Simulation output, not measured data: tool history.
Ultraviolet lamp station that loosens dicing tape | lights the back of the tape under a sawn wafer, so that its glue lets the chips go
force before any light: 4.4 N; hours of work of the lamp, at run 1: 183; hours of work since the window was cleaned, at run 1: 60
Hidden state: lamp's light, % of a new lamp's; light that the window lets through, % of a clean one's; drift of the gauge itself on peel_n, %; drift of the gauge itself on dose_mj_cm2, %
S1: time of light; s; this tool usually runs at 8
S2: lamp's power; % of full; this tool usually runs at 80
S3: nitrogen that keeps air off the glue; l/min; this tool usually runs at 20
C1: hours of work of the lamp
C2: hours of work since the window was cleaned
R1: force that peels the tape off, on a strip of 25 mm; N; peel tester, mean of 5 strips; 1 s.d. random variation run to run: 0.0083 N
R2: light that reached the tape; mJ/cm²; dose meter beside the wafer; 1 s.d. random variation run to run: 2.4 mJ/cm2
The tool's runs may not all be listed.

{"run": 1, "hour": 0.0, "S1": 8, "S2": 80, "S3": 20, "C1": 183, "C2": 60, "R1": 0.316, "R2": 260}
{"run": 2, "hour": 7.2, "S1": 8, "S2": 80, "S3": 20, "C1": 187, "C2": 64, "R1": 0.336, "R2": 262}
{"run": 3, "hour": 13.9, "S1": 8, "S2": 80, "S3": 20, "C1": 190, "C2": 67, "R1": 0.315, "R2": 256}
{"run": 4, "hour": 21.5, "S1": 8, "S2": 80, "S3": 20, "C1": 194, "C2": 71, "R1": 0.313, "R2": 258}
{"run": 5, "hour": 28.6, "S1": 8, "S2": 80, "S3": 20, "C1": 198, "C2": 75, "R1": 0.33, "R2": 264}
{"run": 6, "hour": 33.9, "S1": 5, "S2": 80, "S3": 20, "C1": 200, "C2": 77, "R1": 0.818, "R2": 163}
{"run": 7, "hour": 43.3, "S1": 5, "S2": 80, "S3": 20, "C1": 205, "C2": 82, "R1": 0.808, "R2": 164}
{"run": 8, "hour": 50.5, "S1": 5, "S2": 80, "S3": 20, "C1": 208, "C2": 86, "R1": 0.812, "R2": 167}
{"run": 9, "hour": 58.4, "S1": 5, "S2": 87, "S3": 20, "C1": 212, "C2": 89, "R1": 0.672, "R2": 181}
{"run": 10, "hour": 67.0, "S1": 5, "S2": 87, "S3": 20, "C1": 217, "C2": 94, "R1": 0.695, "R2": 180}
{"run": 11, "hour": 74.5, "S1": 8, "S2": 80, "S3": 13, "C1": 220, "C2": 97, "R1": 0.453, "R2": 262}
{"run": 12, "hour": 82.0, "S1": 8, "S2": 80, "S3": 8, "C1": 224, "C2": 101, "R1": 0.626, "R2": 258}
{"run": 13, "hour": 89.1, "S1": 13, "S2": 66, "S3": 9, "C1": 228, "C2": 105, "R1": 0.32, "R2": 349}
{"run": 14, "hour": 97.4, "S1": 4, "S2": 66, "S3": 7, "C1": 232, "C2": 109, "R1": 1.962, "R2": 108}
{"run": 15, "hour": 101.5, "S1": 4, "S2": 66, "S3": 7, "C1": 234, "C2": 111, "R1": 1.97, "R2": 108}
{"run": 16, "hour": 106.0, "S1": 7, "S2": 80, "S3": 19, "C1": 236, "C2": 113, "R1": 0.436, "R2": 227}
{"run": 17, "hour": 110.0, "S1": 7, "S2": 80, "S3": 19, "C1": 238, "C2": 115, "R1": 0.462, "R2": 225}
{"run": 18, "hour": 116.3, "S1": 6, "S2": 84, "S3": 12, "C1": 241, "C2": 118, "R1": 0.724, "R2": 204}
{"run": 19, "hour": 122.2, "S1": 11, "S2": 93, "S3": 20, "C1": 244, "C2": 121, "R1": 0.157, "R2": 418}

Each row is a separate what-if for the run after 19, all from the same tool condition, not one after another. Results?
{"run": "A", "hour": 126.4, "S1": 8, "S2": 84, "S3": 8, "C1": 246, "C2": 123, "R1": "?", "R2": "?"}
{"run": "B", "hour": 126.4, "S1": 10, "S2": 73, "S3": 20, "C1": 246, "C2": 123, "R1": "?", "R2": "?"}
{"run": "C", "hour": 126.4, "S1": 11, "S2": 95, "S3": 20, "C1": 246, "C2": 123, "R1": "?", "R2": "?"}
{"run": "D", "hour": 126.4, "S1": 5, "S2": 66, "S3": 10, "C1": 246, "C2": 123, "R1": "?", "R2": "?"}

run=A R1=0.554 R2=269
run=B R1=0.261 R2=297
run=C R1=0.147 R2=424
run=D R1=1.423 R2=134
Had the tool no hidden state, the same runs would have come out as:
run=A R1=0.552 R2=269
run=B R1=0.261 R2=298
run=C R1=0.147 R2=424
run=D R1=1.420 R2=135
